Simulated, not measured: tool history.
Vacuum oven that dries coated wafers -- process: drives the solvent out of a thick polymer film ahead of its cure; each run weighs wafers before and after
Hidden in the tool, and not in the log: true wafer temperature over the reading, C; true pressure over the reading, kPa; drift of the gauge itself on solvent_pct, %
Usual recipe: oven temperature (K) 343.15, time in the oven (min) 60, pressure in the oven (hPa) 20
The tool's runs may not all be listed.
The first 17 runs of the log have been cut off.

| run | hour | oven temperature (K) | time in the oven (min) | pressure in the oven (hPa) | hours of work since the thermocouples were calibrated | hours of work since the vacuum gauge was cleaned of residue | solvent left in the film (%) |
|---|---|---|---|---|---|---|---|
|  | 134.1 | vacuum gauge cleaned of residue and calibrated, once more |
| 18 | 142.3 | 341.15 | 57 | 30.1 | 193 | 5 | 5.1 |
| 19 | 151.1 | 329.15 | 43 | 19.5 | 198 | 10 | 10.57 |
| 20 | 162.1 | 329.15 | 43 | 19.5 | 205 | 16 | 10.45 |
| 21 | 167.8 | 329.15 | 43 | 19.5 | 208 | 19 | 10.62 |
| 22 | 173.5 | 329.15 | 47 | 11 | 211 | 23 | 9.33 |
| 23 | 178.8 | 329.15 | 47 | 11 | 214 | 26 | 9.25 |
| 24 | 187.1 | 333.15 | 47 | 40.3 | 219 | 31 | 9.76 |
| 25 | 196 | 341.15 | 47 | 73 | 224 | 36 | 8.45 |
| 26 | 205.3 | 341.15 | 47 | 73 | 230 | 41 | 8.41 |
| 27 | 215.1 | 341.15 | 47 | 73 | 235 | 47 | 8.28 |
| 28 | 220.2 | 343.15 | 74 | 20 | 238 | 50 | 2.81 |
| 29 | 230.5 | 343.15 | 74 | 20 | 244 | 56 | 2.78 |
| 30 | 239.8 | 354.15 | 84 | 31.8 | 250 | 61 | 1.38 |
| 31 | 246.7 | 338.15 | 49 | 11.6 | 254 | 65 | 6.05 |
| 32 | 257.7 | 335.15 | 60 | 54.4 | 260 | 71 | 8.48 |
| 33 | 269.1 | 335.15 | 60 | 54.4 | 267 | 78 | 8.42 |

Predict each of these 4 candidate next runs independently; none follows another, all start after run 33:
| A | 275.8 | 340.15 | 54 | 18.2 | 271 | 82 | ? |
| B | 275.8 | 353.15 | 60 | 21.6 | 271 | 82 | ? |
| C | 275.8 | 348.15 | 36 | 12.2 | 271 | 82 | ? |
| D | 275.8 | 331.15 | 60 | 19.1 | 271 | 82 | ? |

| run | solvent left in the film (%) |
|---|---|
| A | 5.11 |
| B | 1.8 |
| C | 4.9 |
| D | 7.56 |
Take away the tool's hidden state, keep each run's random variation, and the runs would have read:
| run | solvent left in the film (%) |
|---|---|
| A | 5.03 |
| B | 1.76 |
| C | 4.83 |
| D | 7.46 |

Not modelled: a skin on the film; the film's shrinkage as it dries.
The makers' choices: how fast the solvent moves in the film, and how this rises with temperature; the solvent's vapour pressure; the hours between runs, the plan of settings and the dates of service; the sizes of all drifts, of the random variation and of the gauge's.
